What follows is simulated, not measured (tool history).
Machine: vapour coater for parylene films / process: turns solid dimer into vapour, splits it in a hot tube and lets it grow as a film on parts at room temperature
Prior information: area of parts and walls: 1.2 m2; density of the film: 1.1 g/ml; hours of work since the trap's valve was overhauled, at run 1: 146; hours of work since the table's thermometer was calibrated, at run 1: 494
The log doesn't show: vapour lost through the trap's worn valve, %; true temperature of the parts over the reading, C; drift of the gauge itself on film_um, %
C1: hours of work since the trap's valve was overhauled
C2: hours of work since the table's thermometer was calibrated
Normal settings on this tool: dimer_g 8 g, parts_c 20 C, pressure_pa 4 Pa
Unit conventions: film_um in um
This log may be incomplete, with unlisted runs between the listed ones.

{"run": 1, "hour": 0.0, "dimer_g": 8, "parts_c": 20, "pressure_pa": 4, "C1": 146, "C2": 494, "film_um": 4.49}
{"run": 2, "hour": 20.4, "dimer_g": 8, "parts_c": 20, "pressure_pa": 4, "C1": 159, "C2": 506, "film_um": 4.44}
{"run": 3, "hour": 35.5, "dimer_g": 8, "parts_c": 20, "pressure_pa": 4, "C1": 168, "C2": 516, "film_um": 4.5}
{"run": 4, "hour": 56.1, "dimer_g": 8, "parts_c": 20, "pressure_pa": 4, "C1": 181, "C2": 528, "film_um": 4.5}
{"run": 5, "hour": 80.3, "dimer_g": 8, "parts_c": 20, "pressure_pa": 4, "C1": 196, "C2": 543, "film_um": 4.43}
{"run": 6, "hour": 92.4, "dimer_g": 8, "parts_c": 28, "pressure_pa": 4, "C1": 203, "C2": 551, "film_um": 3.01}
{"run": 7, "hour": 115.1, "dimer_g": 8, "parts_c": 28, "pressure_pa": 3.57, "C1": 217, "C2": 565, "film_um": 3}
{"run": 8, "hour": 132.3, "dimer_g": 8, "parts_c": 28, "pressure_pa": 3.57, "C1": 228, "C2": 575, "film_um": 3.03}
{"run": 9, "hour": 155.4, "dimer_g": 8, "parts_c": 28, "pressure_pa": 3.57, "C1": 242, "C2": 590, "film_um": 2.98}
{"run": 10, "hour": 169.3, "dimer_g": 8, "parts_c": 28, "pressure_pa": 3.57, "C1": 250, "C2": 598, "film_um": 2.96}
{"hour": 184.8, "done": "trap's valve overhauled"}
{"run": 11, "hour": 189.5, "dimer_g": 8, "parts_c": 15, "pressure_pa": 4, "C1": 3, "C2": 608, "film_um": 5.86}
{"run": 12, "hour": 203.5, "dimer_g": 8, "parts_c": 15, "pressure_pa": 4, "C1": 11, "C2": 617, "film_um": 5.89}
{"run": 13, "hour": 228.5, "dimer_g": 8, "parts_c": 20, "pressure_pa": 3.41, "C1": 27, "C2": 632, "film_um": 4.89}
{"run": 14, "hour": 248.7, "dimer_g": 4, "parts_c": 16, "pressure_pa": 4, "C1": 39, "C2": 645, "film_um": 2.86}
{"run": 15, "hour": 265.9, "dimer_g": 8, "parts_c": 16, "pressure_pa": 6.41, "C1": 50, "C2": 655, "film_um": 5.23}
{"run": 16, "hour": 284.8, "dimer_g": 14, "parts_c": 16, "pressure_pa": 10.85, "C1": 62, "C2": 667, "film_um": 8.68}
{"run": 17, "hour": 298.2, "dimer_g": 13, "parts_c": 22, "pressure_pa": 8.36, "C1": 70, "C2": 675, "film_um": 6.21}
{"run": 18, "hour": 319.8, "dimer_g": 6, "parts_c": 25, "pressure_pa": 7.53, "C1": 83, "C2": 688, "film_um": 2.48}
{"run": 19, "hour": 347.2, "dimer_g": 7, "parts_c": 20, "pressure_pa": 7.53, "C1": 100, "C2": 705, "film_um": 3.68}
{"run": 20, "hour": 361.2, "dimer_g": 7, "parts_c": 20, "pressure_pa": 7.53, "C1": 109, "C2": 714, "film_um": 3.68}
{"run": 21, "hour": 378.5, "dimer_g": 5, "parts_c": 30, "pressure_pa": 2.73, "C1": 119, "C2": 725, "film_um": 1.88}

The next listed run, before its measurement:
{"run": 22, "hour": 397.7, "dimer_g": 5, "parts_c": 30, "pressure_pa": 2.73, "C1": 131, "C2": 736, "film_um": "?"}

Run 22 measured film_um 1.86 um.
With no hidden state in the tool, this same run would have given film_um 1.98 um.

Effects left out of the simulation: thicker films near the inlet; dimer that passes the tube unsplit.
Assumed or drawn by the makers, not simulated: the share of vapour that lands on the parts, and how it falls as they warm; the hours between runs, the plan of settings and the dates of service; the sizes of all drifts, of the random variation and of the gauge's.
